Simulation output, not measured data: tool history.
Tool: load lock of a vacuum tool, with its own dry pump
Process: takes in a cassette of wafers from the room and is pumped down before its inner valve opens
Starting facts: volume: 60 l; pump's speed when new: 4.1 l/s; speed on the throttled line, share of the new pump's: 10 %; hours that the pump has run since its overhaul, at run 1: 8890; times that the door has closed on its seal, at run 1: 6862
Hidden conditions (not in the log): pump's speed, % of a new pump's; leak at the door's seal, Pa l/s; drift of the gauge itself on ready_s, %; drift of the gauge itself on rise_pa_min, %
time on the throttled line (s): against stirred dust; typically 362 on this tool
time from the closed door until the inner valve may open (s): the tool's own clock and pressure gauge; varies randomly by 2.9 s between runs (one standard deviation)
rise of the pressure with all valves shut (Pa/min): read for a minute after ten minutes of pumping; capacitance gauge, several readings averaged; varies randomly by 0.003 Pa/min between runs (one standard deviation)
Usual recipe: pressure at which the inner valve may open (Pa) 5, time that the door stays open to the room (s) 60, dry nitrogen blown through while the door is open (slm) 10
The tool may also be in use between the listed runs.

| run | hour | time on the throttled line (s) | pressure at which the inner valve may open (Pa) | time that the door stays open to the room (s) | dry nitrogen blown through while the door is open (slm) | hours that the pump has run since its overhaul | times that the door has closed on its seal | incoming humidity of the room's air, % | time from the closed door until the inner valve may open (s) | rise of the pressure with all valves shut (Pa/min) |
|---|---|---|---|---|---|---|---|---|---|---|
| 1 | 0 | 362 | 5 | 60 | 10 | 8890 | 6862 | 46.1 | 508.9 | 0.058 |
| 2 | 176.9 | 362 | 5 | 60 | 10 | 9067 | 7552 | 45.4 | 507.6 | 0.061 |
| 3 | 383.3 | 362 | 5 | 60 | 10 | 9273 | 8357 | 47.3 | 515 | 0.063 |
| 4 | 597.9 | 362 | 4 | 60 | 10 | 9488 | 9194 | 42.4 | 516 | 0.065 |
| 5 | 795.4 | 362 | 4 | 60 | 10 | 9685 | 9964 | 42.8 | 513.9 | 0.071 |
|  | 952 | dry pump taken out, an overhauled one fitted |
| 6 | 1146.9 | 362 | 5 | 60 | 10 | 195 | 11311 | 48.5 | 472.4 | 0.076 |
| 7 | 1413.5 | 362 | 5 | 60 | 10 | 462 | 12351 | 49 | 478.2 | 0.088 |
| 8 | 1743 | 362 | 5 | 60 | 10 | 791 | 13636 | 45.2 | 477.4 | 0.092 |
| 9 | 1942.4 | 510 | 4 | 106 | 15 | 990 | 14413 | 44.2 | 617.3 | 0.102 |
| 10 | 2256.9 | 510 | 4 | 30 | 15 | 1305 | 15639 | 44.3 | 614.8 | 0.1 |
| 11 | 2440.6 | 675 | 4 | 123 | 21 | 1489 | 16356 | 46.1 | 768.5 | 0.108 |
| 12 | 2724.7 | 290 | 5 | 54 | 10 | 1773 | 17464 | 46.5 | 420.3 | 0.115 |
| 13 | 2919.5 | 290 | 4 | 54 | 10 | 1968 | 18223 | 42.9 | 419.6 | 0.118 |
| 14 | 3143.7 | 362 | 8 | 207 | 10 | 2192 | 19098 | 48.1 | 473 | 0.142 |
| 15 | 3384 | 292 | 9 | 109 | 5 | 2432 | 20035 | 45.8 | 408.5 | 0.149 |
| 16 | 3654.3 | 318 | 6 | 109 | 11 | 2702 | 21089 | 43 | 437.4 | 0.153 |

What if the next run were any one of these 4? Each begins from the tool's condition after run 16:
| A | 3903.9 | 318 | 8 | 127 | 9 | 2952 | 22062 | 45.7 | ? | ? |
| B | 3903.9 | 318 | 6 | 123 | 11 | 2952 | 22062 | 45.4 | ? | ? |
| C | 3903.9 | 318 | 5 | 109 | 11 | 2952 | 22062 | 46 | ? | ? |
| D | 3903.9 | 362 | 5 | 32 | 10 | 2952 | 22062 | 45.2 | ? | ? |

| run | time from the closed door until the inner valve may open (s) | rise of the pressure with all valves shut (Pa/min) |
|---|---|---|
| A | 431.4 | 0.16 |
| B | 440.2 | 0.156 |
| C | 439.6 | 0.159 |
| D | 486.1 | 0.145 |
Without the tool's unlogged condition, the same runs would have read:
| run | time from the closed door until the inner valve may open (s) | rise of the pressure with all valves shut (Pa/min) |
|---|---|---|
| A | 424.6 | 0.037 |
| B | 433.1 | 0.032 |
| C | 432 | 0.035 |
| D | 478.7 | 0.022 |
